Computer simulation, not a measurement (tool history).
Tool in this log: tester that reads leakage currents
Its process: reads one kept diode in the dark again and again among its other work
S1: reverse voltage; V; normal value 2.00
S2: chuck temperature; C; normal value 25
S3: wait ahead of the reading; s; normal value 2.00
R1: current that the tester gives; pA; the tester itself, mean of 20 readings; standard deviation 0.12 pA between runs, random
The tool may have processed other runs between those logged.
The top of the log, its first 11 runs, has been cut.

run     day     S1  S2    S3      R1
 12  25.738   2.00  29  2.00   53.35
 13  27.208   1.58  25  2.00   35.53
 14  29.892   2.00  25  2.00   39.96
 15  32.454   6.29  25  2.00   68.42
 16  35.050   6.29  25  2.00   69.09
 17  38.158   2.00  25  2.00   40.84
 18  40.008   1.38  25  0.34   35.53
 19  41.575   2.00  27  2.00   48.12
 20  44.667   2.00  27  2.00   48.42
     47.767  -- chuck's temperature calibrated
 21  48.350   8.59  35  2.00  151.52
 22  51.300   2.00  25  2.00   37.30
 23  53.079   2.00  25  2.00   37.73
 24  55.642  10.31  22  8.88   67.97
 25  59.092  10.31  22  8.88   68.14
 26  61.258   6.75  26  4.14   73.70
 27  63.575   2.00  29  8.99   52.21
 28  66.154   9.67  29  8.99  110.08
     69.421  -- probe card cleaned and baked
 29  69.617   2.00  25  9.02   36.55
 30  72.592   2.33  40  0.68  125.69
 31  74.808  11.90  47  1.54  417.39
 32  77.583  11.90  47  7.57  417.43
 33  80.142  10.78  23  1.06   68.10
 34  82.233  10.78  23  1.06   69.41

Here are 4 independent what-if runs from the current tool condition. What would each one return?
  A  85.021  10.78  39  1.06   ?
  B  85.021  10.78  23  4.26   ?
  C  85.021  17.59  26  9.49   ?
  D  85.021   5.23  30  2.54   ?

run      R1
  A  231.03
  B   67.98
  C  106.65
  D   85.95
Take away the tool's hidden state, keep each run's random variation, and the runs would have read:
run      R1
  A  211.03
  B   60.35
  C   94.71
  D   77.85
